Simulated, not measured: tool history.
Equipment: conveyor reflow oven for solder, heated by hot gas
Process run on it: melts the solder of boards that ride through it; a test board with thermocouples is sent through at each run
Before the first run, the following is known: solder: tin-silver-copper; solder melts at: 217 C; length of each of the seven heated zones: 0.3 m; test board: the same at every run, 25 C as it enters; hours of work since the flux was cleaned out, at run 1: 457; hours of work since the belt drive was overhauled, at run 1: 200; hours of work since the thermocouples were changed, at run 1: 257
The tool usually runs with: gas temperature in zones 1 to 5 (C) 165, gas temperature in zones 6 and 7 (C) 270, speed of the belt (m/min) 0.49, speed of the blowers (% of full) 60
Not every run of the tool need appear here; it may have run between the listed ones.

run	day	gas temperature in zones 1 to 5 (C)	gas temperature in zones 6 and 7 (C)	speed of the belt (m/min)	speed of the blowers (% of full)	hours of work since the flux was cleaned out	hours of work since the belt drive was overhauled	hours of work since the thermocouples were changed	highest temperature of the board (C)	time above the solder's melting point (s)
1	0	165	270	0.49	60	457	200	257	245.9	45.5
2	0.6	165	270	0.49	60	463	207	264	245.9	45.4
3	0.858	165	270	0.49	60	466	210	266	245.8	45.4
4	1.117	165	270	0.49	75	469	212	269	250.3	49.5
5	1.729	165	270	0.49	75	476	219	276	250.1	49.6
6	2.25	165	270	0.49	75	481	225	282	250.3	49.8
7	2.6	165	270	0.49	75	485	229	286	249.6	49.8
8	2.862	166	270	0.561	60	488	232	288	240.5	34.2
# day 3.254: flux residue cleaned out of gas plates and filters
9	3.342	166	270	0.561	60	1	235	291	240.4	34.3
10	3.804	165	280	0.499	60	6	240	296	253.4	50.3

Branching from run 10: 5 alternative next runs. What would each branch give?
A	4.421	165	276	0.49	89	13	246	303	?	?
B	4.421	165	280	0.499	57	13	246	303	?	?
C	4.421	165	266	0.49	51	13	246	303	?	?
D	4.421	164	283	0.49	60	13	246	303	?	?
E	4.421	165	284	0.461	57	13	246	303	?	?

run	highest temperature of the board (C)	time above the solder's melting point (s)
A	258.2	55.8
B	252.8	49.8
C	239.6	39
D	257.1	53.1
E	259.6	59.1
With no hidden state in the tool, these same runs would have given:
run	highest temperature of the board (C)	time above the solder's melting point (s)
A	258.2	55.8
B	252.8	49.8
C	239.6	39
D	257.1	53.1
E	259.6	59
